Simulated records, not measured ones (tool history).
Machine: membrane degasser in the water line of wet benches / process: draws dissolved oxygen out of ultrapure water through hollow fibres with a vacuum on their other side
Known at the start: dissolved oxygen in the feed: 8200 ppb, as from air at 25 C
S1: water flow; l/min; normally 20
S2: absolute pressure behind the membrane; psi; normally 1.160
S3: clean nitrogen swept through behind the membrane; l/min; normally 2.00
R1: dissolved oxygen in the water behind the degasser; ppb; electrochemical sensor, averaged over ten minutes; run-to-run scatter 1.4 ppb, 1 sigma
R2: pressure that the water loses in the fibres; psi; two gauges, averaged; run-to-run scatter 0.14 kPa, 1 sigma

run,hour,S1,S2,S3,R1,R2
1,0.0,20,1.160,2.00,144.6,3.665
2,52.2,14,1.160,2.00,92.0,2.593
3,78.7,14,1.160,2.00,91.1,2.572
4,104.8,14,1.160,2.00,92.8,2.580
5,152.8,14,1.160,2.00,92.2,2.566
6,188.4,14,1.160,2.00,94.0,2.585
7,235.3,14,1.160,2.00,90.9,2.583
8,272.2,20,1.160,2.00,141.7,3.697
9,301.9,20,1.160,2.00,144.3,3.668
10,354.5,21,1.160,2.00,150.2,3.900
11,386.1,22,1.311,1.40,241.7,4.036
12,412.9,20,2.163,2.91,221.8,3.656
13,462.0,21,2.163,3.32,210.9,3.855
# hour 466.1: vacuum gauge calibrated
14,492.1,31,1.160,1.35,313.3,5.699
15,528.8,31,1.160,1.35,314.5,5.722
16,577.3,12,2.071,2.33,146.2,2.196
17,627.6,12,2.071,2.43,142.1,2.206
18,669.6,17,1.160,2.00,117.7,3.189
19,695.5,17,1.160,2.23,107.8,3.142

5 ways to go on from here, each from the tool as it stands after run 19. What would each give?
# hour 728.2: vacuum gauge calibrated, once more
A,745.5,25,1.160,2.23,?,?
# hour 728.2: vacuum gauge calibrated, once more
B,745.5,17,0.716,2.23,?,?
# hour 728.2: vacuum gauge calibrated, once more
C,745.5,26,1.160,2.23,?,?
# hour 728.2: vacuum gauge calibrated, once more
D,745.5,27,0.708,3.95,?,?
# hour 728.2: vacuum gauge calibrated, once more
E,745.5,21,2.164,3.45,?,?

run,R1,R2
A,173.1,4.614
B,50.7,3.163
C,180.0,4.841
D,86.5,4.986
E,198.1,3.854
Stripped of hidden state, with their random variation kept, the same runs would have yielded:
run,R1,R2
A,170.4,4.557
B,49.5,3.124
C,177.1,4.783
D,83.3,4.925
E,195.9,3.807
